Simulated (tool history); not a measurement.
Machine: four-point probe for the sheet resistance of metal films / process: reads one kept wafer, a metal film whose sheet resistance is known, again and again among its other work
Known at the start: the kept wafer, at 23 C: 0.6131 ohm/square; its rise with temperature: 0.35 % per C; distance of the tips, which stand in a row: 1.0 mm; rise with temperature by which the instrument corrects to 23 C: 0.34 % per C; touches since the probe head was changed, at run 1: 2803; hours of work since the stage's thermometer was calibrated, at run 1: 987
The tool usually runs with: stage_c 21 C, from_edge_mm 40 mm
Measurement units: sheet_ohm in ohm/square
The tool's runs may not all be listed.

| run | hour | stage_c | from_edge_mm | touches since the probe head was changed | hours of work since the stage's thermometer was calibrated | sheet_ohm |
|---|---|---|---|---|---|---|
| 1 | 0 | 21 | 40 | 2803 | 987 | 0.609812 |
| 2 | 18.5 | 21 | 40 | 3182 | 1000 | 0.60986 |
| 3 | 30.4 | 21 | 40 | 3425 | 1008 | 0.609827 |
| 4 | 46.3 | 21 | 40 | 3751 | 1020 | 0.609692 |
| 5 | 57.3 | 21 | 40 | 3976 | 1028 | 0.609798 |
| 6 | 74.1 | 21 | 40 | 4320 | 1040 | 0.609804 |
| 7 | 90.1 | 21 | 40 | 4648 | 1051 | 0.609708 |
| 8 | 100.8 | 21 | 22 | 4866 | 1059 | 0.610101 |
| 9 | 116.1 | 21 | 40 | 5180 | 1070 | 0.609638 |
| 10 | 130.5 | 24 | 40 | 5474 | 1080 | 0.610126 |
| 11 | 146.2 | 27 | 40 | 5795 | 1092 | 0.610421 |
| 12 | 161.8 | 27 | 40 | 6115 | 1103 | 0.610348 |
| 13 | 178.6 | 27 | 40 | 6459 | 1115 | 0.610459 |
| 14 | 191.2 | 21 | 4 | 6717 | 1124 | 0.629307 |
| 15 | 199.1 | 21 | 4 | 6879 | 1130 | 0.629439 |
| 16 | 215.1 | 21 | 40 | 7206 | 1141 | 0.609742 |
| 17 | 225.3 | 20 | 40 | 7415 | 1148 | 0.609671 |
| 18 | 238.4 | 20 | 40 | 7683 | 1158 | 0.609624 |
| 19 | 248.3 | 22 | 40 | 7886 | 1165 | 0.609693 |
| 20 | 261.4 | 22 | 40 | 8154 | 1174 | 0.609648 |
| 21 | 275.4 | 22 | 40 | 8442 | 1184 | 0.609702 |
| 22 | 286.1 | 22 | 40 | 8661 | 1192 | 0.609923 |
| 23 | 298.3 | 22 | 40 | 8909 | 1201 | 0.609899 |
| 24 | 313.2 | 35 | 26 | 9214 | 1212 | 0.611212 |
| 25 | 324.8 | 30 | 5 | 9452 | 1220 | 0.623073 |
| 26 | 342 | 24 | 3 | 9804 | 1232 | 0.644358 |
| 27 | 358.5 | 27 | 3 | 10142 | 1244 | 0.644387 |
| 28 | 372.6 | 20 | 28 | 10431 | 1254 | 0.609739 |
| 29 | 390.5 | 21 | 8 | 10797 | 1267 | 0.614449 |
|  | 392.4 | stage's thermometer calibrated |
| 30 | 401.6 | 21 | 3 | 11014 | 7 | 0.643511 |
| 31 | 411 | 28 | 55 | 11207 | 13 | 0.609733 |
| 32 | 427.4 | 24 | 3 | 11543 | 25 | 0.6435 |
| 33 | 439.7 | 26 | 38 | 11793 | 34 | 0.609703 |
| 34 | 451.1 | 34 | 6 | 12027 | 42 | 0.619225 |
| 35 | 460 | 18 | 4 | 12210 | 49 | 0.628791 |
| 36 | 468.2 | 18 | 4 | 12377 | 54 | 0.628697 |
| 37 | 479.6 | 21 | 17 | 12612 | 63 | 0.610475 |
|  | 482.5 | stage's thermometer calibrated, once more |
| 38 | 487.7 | 21 | 17 | 12768 | 4 | 0.611237 |
| 39 | 497.8 | 20 | 8 | 12973 | 11 | 0.615037 |
| 40 | 515.9 | 23 | 44 | 13344 | 24 | 0.610323 |
| 41 | 532.1 | 25 | 52 | 13675 | 36 | 0.610439 |
| 42 | 546.1 | 25 | 52 | 13963 | 46 | 0.610484 |
| 43 | 555.8 | 25 | 52 | 14160 | 53 | 0.610456 |
| 44 | 572 | 33 | 4 | 14492 | 64 | 0.630899 |

What if the next run were any one of these 3? Each begins from the tool's condition after run 44:
| A | 587.3 | 32 | 73 | 14807 | 75 | ? |
| B | 587.3 | 21 | 4 | 14807 | 75 | ? |
| C | 587.3 | 23 | 4 | 14807 | 75 | ? |

| run | sheet_ohm |
|---|---|
| A | 0.611153 |
| B | 0.630029 |
| C | 0.630093 |
With the hidden condition removed and each run's random variation left untouched, the same runs would have given:
| run | sheet_ohm |
|---|---|
| A | 0.61403 |
| B | 0.632997 |
| C | 0.63306 |

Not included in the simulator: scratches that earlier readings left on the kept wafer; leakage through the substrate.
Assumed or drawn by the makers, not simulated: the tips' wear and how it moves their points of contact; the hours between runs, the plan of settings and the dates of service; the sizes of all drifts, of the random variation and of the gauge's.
